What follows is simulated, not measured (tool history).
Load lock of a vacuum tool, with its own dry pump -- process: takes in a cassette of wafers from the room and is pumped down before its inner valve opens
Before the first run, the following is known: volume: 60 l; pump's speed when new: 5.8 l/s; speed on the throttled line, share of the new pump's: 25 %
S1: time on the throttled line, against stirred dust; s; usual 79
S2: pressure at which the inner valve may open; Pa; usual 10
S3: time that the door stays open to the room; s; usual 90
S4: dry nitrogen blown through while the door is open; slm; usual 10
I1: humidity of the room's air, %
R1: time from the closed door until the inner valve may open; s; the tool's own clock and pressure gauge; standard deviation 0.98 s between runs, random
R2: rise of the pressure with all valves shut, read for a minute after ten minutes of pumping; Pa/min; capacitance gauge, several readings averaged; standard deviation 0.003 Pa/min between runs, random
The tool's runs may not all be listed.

run     day   S1  S2   S3  S4    I1     R1     R2
  1       0   79  10   90  10    44  180.5  0.069
  2    4.15   79  10   90  10  46.1  182.3  0.069
  3   7.408   79  10   90  10  45.1  182.7  0.081
  4  14.433   79  10   90  10  46.7  181.7  0.081
     15.788  -- dry pump taken out, an overhauled one fitted
  5  21.858   79  10   90  10  44.3  155.6   0.07
  6  28.904   79  10   90  10  42.3  154.5  0.073
  7  35.829   79  10   90  10  46.7  155.8   0.08
  8  41.904   79  10   90  10    44  156.8  0.083
  9  46.525  139  10   90   7  47.2  201.9  0.086
 10  51.071  139  10   90   7  44.9  203.1  0.089
 11  55.379   79  10  234  10  44.8  157.9   0.13
 12  61.342   79  10  234  10  46.6  155.3  0.138
 13  68.833   79  10  234   5  43.1  156.9   0.15
 14  74.979   79  18   96  10  40.9  151.2   0.08
 15  78.429   67  18   90  10  46.3  142.3  0.089

For each run, the measured value with the value that run would have given without the tool's hidden condition subtracted. The run-to-run variation is shared by both, the gauge scatter possibly not:
The hidden state here: pump's speed, % of a new pump's; leak at the door's seal, Pa l/s; drift of the gauge itself on ready_s, %; drift of the gauge itself on rise_pa_min, %.
run     R1      R2
  1  +26.6  +0.025
  2  +27.2  +0.024
  3  +27.4  +0.026
  4  +27.6  +0.026
  5   +0.1  +0.027
  6   +0.4  +0.029
  7   +0.6  +0.029
  8   +0.9  +0.031
  9   +0.9  +0.031
 10     +1  +0.033
 11   +1.4  +0.033
 12   +1.6  +0.034
 13   +1.9  +0.036
 14   +1.9  +0.037
 15   +2.2  +0.037
